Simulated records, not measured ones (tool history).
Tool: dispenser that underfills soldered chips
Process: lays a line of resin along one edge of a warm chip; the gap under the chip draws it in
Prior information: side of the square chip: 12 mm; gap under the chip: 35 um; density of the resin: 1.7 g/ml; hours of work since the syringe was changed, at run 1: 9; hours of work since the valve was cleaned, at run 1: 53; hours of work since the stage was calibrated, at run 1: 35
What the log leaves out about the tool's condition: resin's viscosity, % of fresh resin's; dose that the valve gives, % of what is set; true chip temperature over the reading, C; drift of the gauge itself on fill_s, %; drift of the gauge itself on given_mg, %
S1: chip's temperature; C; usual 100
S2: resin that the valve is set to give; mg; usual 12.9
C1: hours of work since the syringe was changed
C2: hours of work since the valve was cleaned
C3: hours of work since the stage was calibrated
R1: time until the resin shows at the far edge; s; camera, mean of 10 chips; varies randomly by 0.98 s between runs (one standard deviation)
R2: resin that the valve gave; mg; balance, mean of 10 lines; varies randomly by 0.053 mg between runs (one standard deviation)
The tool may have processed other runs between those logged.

run,hour,S1,S2,C1,C2,C3,R1,R2
1,0,100,12.9,9,53,35,129.5,12.61
# hour 2.8: new syringe of resin
2,11.3,100,15,6,60,42,109.6,14.55
# hour 13.2: dispensing valve cleaned and set on the balance
# hour 20.8: new syringe of resin
3,22.4,104,12.9,1,6,49,82.2,12.94
4,32.3,104,12.9,8,12,55,99.8,12.92
# hour 37.2: new syringe of resin
5,42.6,113,12.9,4,19,62,61,12.79
6,50.6,113,12.9,9,24,67,71.6,12.82
# hour 53.5: new syringe of resin
7,57.1,113,12.9,2,28,71,58.4,12.86
8,67.2,100,12.9,9,35,78,126.8,12.68
# hour 69.8: new syringe of resin
9,78,100,12.8,5,42,85,115.1,12.62
10,85.7,100,12.9,10,47,90,130.3,12.73
# hour 86.7: new syringe of resin
11,93.1,100,12.9,4,52,95,109.7,12.63
# hour 103.3: new syringe of resin
12,104.4,105,12.2,1,59,102,78.9,11.85
# hour 108.2: dispensing valve cleaned and set on the balance
13,116,111,14.8,8,5,109,71.8,14.86
# hour 120.9: new syringe of resin
14,125.6,111,14.8,3,11,115,63.6,14.92
15,131,87,13.8,7,15,119,216.2,13.8
# hour 137.2: new syringe of resin
16,138.2,94,16.5,1,19,123,127.5,16.47
17,143.9,94,16.5,4,23,127,141.5,16.42
# hour 153.6: new syringe of resin
18,154.6,94,16.5,1,30,134,127.4,16.33
19,162.3,100,16.1,6,35,139,112,15.86
# hour 170.5: new syringe of resin
20,173.8,88,11.1,2,43,146,184.9,10.94
21,184.4,93,12.7,9,50,153,178.6,12.55

Alternative continuations, all from the tool just after run 21; predict every row:
# hour 186.8: new syringe of resin
A,190.5,100,11.9,2,53,157,?,?
# hour 186.8: new syringe of resin
B,190.5,102,11.8,2,53,157,?,?
# hour 186.8: new syringe of resin
C,190.5,87,15.6,2,53,157,?,?

run,R1,R2
A,105.3,11.65
B,97.1,11.67
C,192.8,15.24
What these runs would have given with no unlogged condition in the tool:
run,R1,R2
A,93.5,11.87
B,86.2,11.89
C,171.1,15.53
